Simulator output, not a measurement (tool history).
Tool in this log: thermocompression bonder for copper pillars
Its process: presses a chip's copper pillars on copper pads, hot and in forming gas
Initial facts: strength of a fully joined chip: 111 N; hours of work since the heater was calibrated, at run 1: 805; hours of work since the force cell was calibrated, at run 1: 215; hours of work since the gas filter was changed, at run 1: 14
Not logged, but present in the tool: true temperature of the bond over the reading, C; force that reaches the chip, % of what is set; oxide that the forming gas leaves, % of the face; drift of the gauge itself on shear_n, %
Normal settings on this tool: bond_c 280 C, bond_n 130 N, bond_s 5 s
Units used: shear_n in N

| run | hour | bond_c | bond_n | bond_s | hours of work since the heater was calibrated | hours of work since the force cell was calibrated | hours of work since the gas filter was changed | shear_n |
|---|---|---|---|---|---|---|---|---|
| 1 | 0.0 | 280 | 130 | 5 | 805 | 215 | 14 | 45.5 |
| 2 | 25.8 | 280 | 130 | 5 | 825 | 235 | 34 | 44.6 |
| 3 | 59.1 | 280 | 130 | 5 | 851 | 261 | 60 | 45.1 |
| 4 | 110.5 | 280 | 130 | 5 | 890 | 300 | 99 | 44.6 |
| 5 | 164.5 | 280 | 130 | 5 | 932 | 342 | 141 | 42.9 |
| 6 | 216.3 | 280 | 107 | 5 | 972 | 382 | 181 | 34.1 |
| 7 | 241.1 | 280 | 107 | 5 | 991 | 401 | 200 | 33.8 |
| 8 | 286.9 | 280 | 130 | 5 | 1027 | 437 | 235 | 40.7 |
| 9 | 334.7 | 280 | 130 | 5 | 1063 | 474 | 272 | 40.4 |
| 10 | 376.2 | 280 | 130 | 5 | 1095 | 506 | 304 | 41.1 |
|  | 382.2 | forming gas filter changed |
| 11 | 406.5 | 280 | 190 | 5 | 1118 | 529 | 19 | 63.2 |
| 12 | 458.5 | 280 | 190 | 5 | 1159 | 569 | 59 | 63.4 |
| 13 | 489.9 | 280 | 190 | 5 | 1183 | 593 | 83 | 61.2 |
| 14 | 518.6 | 280 | 190 | 4 | 1205 | 615 | 105 | 58.8 |
| 15 | 573.6 | 280 | 81 | 5 | 1247 | 657 | 148 | 23.5 |
|  | 580.4 | heater calibrated with a thermocouple chip |
| 16 | 602.1 | 280 | 130 | 12 | 17 | 678 | 168 | 53.9 |
| 17 | 657.0 | 280 | 193 | 5 | 59 | 720 | 211 | 56.1 |
| 18 | 693.1 | 280 | 193 | 5 | 87 | 748 | 238 | 58.2 |
| 19 | 736.2 | 280 | 193 | 5 | 120 | 781 | 272 | 55.8 |
|  | 784.0 | forming gas filter changed |
| 20 | 784.2 | 280 | 193 | 5 | 157 | 818 | 0 | 60.2 |
| 21 | 831.9 | 298 | 123 | 8 | 194 | 855 | 37 | 52.5 |
| 22 | 857.9 | 280 | 97 | 5 | 214 | 875 | 57 | 26.2 |
|  | 907.2 | heater calibrated with a thermocouple chip, once more |
| 23 | 910.9 | 280 | 97 | 5 | 3 | 914 | 96 | 34.0 |
| 24 | 963.6 | 280 | 113 | 3 | 44 | 955 | 137 | 33.8 |
| 25 | 1019.3 | 280 | 129 | 15 | 87 | 998 | 180 | 67.2 |
| 26 | 1076.3 | 270 | 159 | 9 | 131 | 1042 | 224 | 62.0 |
| 27 | 1115.0 | 254 | 159 | 5 | 160 | 1072 | 254 | 42.2 |
| 28 | 1152.5 | 262 | 139 | 10 | 189 | 1101 | 283 | 51.5 |
|  | 1184.3 | forming gas filter changed |
| 29 | 1206.3 | 262 | 139 | 10 | 230 | 1142 | 17 | 55.5 |
| 30 | 1234.5 | 267 | 81 | 7 | 252 | 1164 | 39 | 26.9 |
| 31 | 1262.2 | 276 | 122 | 3 | 274 | 1185 | 60 | 33.9 |
| 32 | 1312.8 | 252 | 163 | 5 | 313 | 1224 | 99 | 44.6 |
| 33 | 1361.9 | 280 | 130 | 14 | 351 | 1262 | 137 | 64.8 |
| 34 | 1413.5 | 280 | 177 | 6 | 390 | 1302 | 177 | 64.6 |
| 35 | 1440.9 | 280 | 120 | 11 | 412 | 1323 | 198 | 54.7 |
| 36 | 1465.4 | 280 | 120 | 11 | 430 | 1342 | 217 | 53.9 |
| 37 | 1500.6 | 280 | 120 | 11 | 458 | 1369 | 244 | 53.0 |
| 38 | 1552.5 | 280 | 120 | 11 | 498 | 1409 | 284 | 52.5 |

How the hidden state differs across the entries between the runs, from the last listed run before each to the first after it:
Runs 10 to 11: forming gas filter changed (hour 382.2)
  true temperature of the bond over the reading, C: -11.7 -> -11.9; force that reaches the chip, % of what is set: 99 -> 98.9; oxide that the forming gas leaves, % of the face: 7.59 -> 0.9
  difference, measured minus the result without the unlogged condition, shear_n: -9.2 -> -7.3 N
Runs 15 to 16: heater calibrated with a thermocouple chip (hour 580.4)
  true temperature of the bond over the reading, C: -13.2 -> -19.5; force that reaches the chip, % of what is set: 98.7 -> 98.6; oxide that the forming gas leaves, % of the face: 3.7 -> 4.15
  difference, measured minus the result without the unlogged condition, shear_n: -5.4 -> -13.3 N
Runs 19 to 20: forming gas filter changed (hour 784.0)
  true temperature of the bond over the reading, C: -20.5 -> -20.9; oxide that the forming gas leaves, % of the face: 6.47 -> 0.54
  difference, measured minus the result without the unlogged condition, shear_n: -15.5 -> -12.5 N
Runs 22 to 23: heater calibrated with a thermocouple chip, once more (hour 907.2)
  true temperature of the bond over the reading, C: -21.4 -> -0.2; oxide that the forming gas leaves, % of the face: 1.82 -> 2.72
  difference, measured minus the result without the unlogged condition, shear_n: -8.5 -> -1.6 N
Runs 28 to 29: forming gas filter changed (hour 1184.3)
  true temperature of the bond over the reading, C: -2 -> -2.5; force that reaches the chip, % of what is set: 97.8 -> 97.7; oxide that the forming gas leaves, % of the face: 6.79 -> 0.89
  difference, measured minus the result without the unlogged condition, shear_n: -5.9 -> -2.8 N

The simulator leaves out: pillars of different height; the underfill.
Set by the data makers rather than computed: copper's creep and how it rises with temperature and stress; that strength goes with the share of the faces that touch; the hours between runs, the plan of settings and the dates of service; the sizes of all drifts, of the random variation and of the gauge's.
